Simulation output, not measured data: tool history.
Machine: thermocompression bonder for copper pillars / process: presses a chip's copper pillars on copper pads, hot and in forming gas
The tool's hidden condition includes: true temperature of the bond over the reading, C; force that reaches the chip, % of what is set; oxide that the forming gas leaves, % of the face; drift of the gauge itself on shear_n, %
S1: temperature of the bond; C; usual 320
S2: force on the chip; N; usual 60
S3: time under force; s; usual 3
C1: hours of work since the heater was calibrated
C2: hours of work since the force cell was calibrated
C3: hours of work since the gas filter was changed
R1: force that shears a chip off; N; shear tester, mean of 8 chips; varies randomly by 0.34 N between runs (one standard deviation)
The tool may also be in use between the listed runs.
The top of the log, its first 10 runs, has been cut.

run	hour	S1	S2	S3	C1	C2	C3	R1
11	77.9	320	60	3	204	214	10	75.8
12	88.2	320	60	3	210	221	16	76.2
13	99.4	320	62	3	217	228	23	77.6
14	108.6	320	41	3	223	233	29	59.0
15	117.3	320	79	3	228	239	34	87.2
16	124.3	320	53	3	232	243	39	70.3
17	137.0	320	55	4	240	251	47	78.7
18	146.6	320	55	4	246	257	53	77.7
19	158.1	340	58	2	253	264	60	78.2
20	167.0	338	49	3	259	269	65	77.7
21	178.2	324	60	3	266	276	72	77.6
22	189.0	320	60	3	272	283	79	75.4
23	195.2	320	60	3	276	287	83	75.0
24	203.5	306	60	3	281	292	88	66.0
25	210.5	320	57	3	286	296	92	72.8
26	216.5	301	40	3	289	300	96	45.8
27	222.2	332	75	7	293	304	99	105.7
28	230.2	332	75	7	298	309	104	105.1
29	239.7	332	75	7	304	314	110	104.4
30	247.1	325	36	8	308	319	115	76.7
31	255.9	338	66	3	314	324	120	90.0

Below are 5 alternative next runs, each starting from the tool's condition after run 31. Predict each:
A	262.8	338	58	3	318	329	124	?
B	262.8	316	58	2	318	329	124	?
C	262.8	338	55	2	318	329	124	?
D	262.8	338	66	3	318	329	124	?
E	262.8	325	45	2	318	329	124	?

run	R1
A	84.3
B	63.1
C	74.0
D	89.7
E	57.0
Without the tool's hidden state the same runs would have given:
run	R1
A	83.9
B	61.8
C	73.1
D	89.6
E	55.7
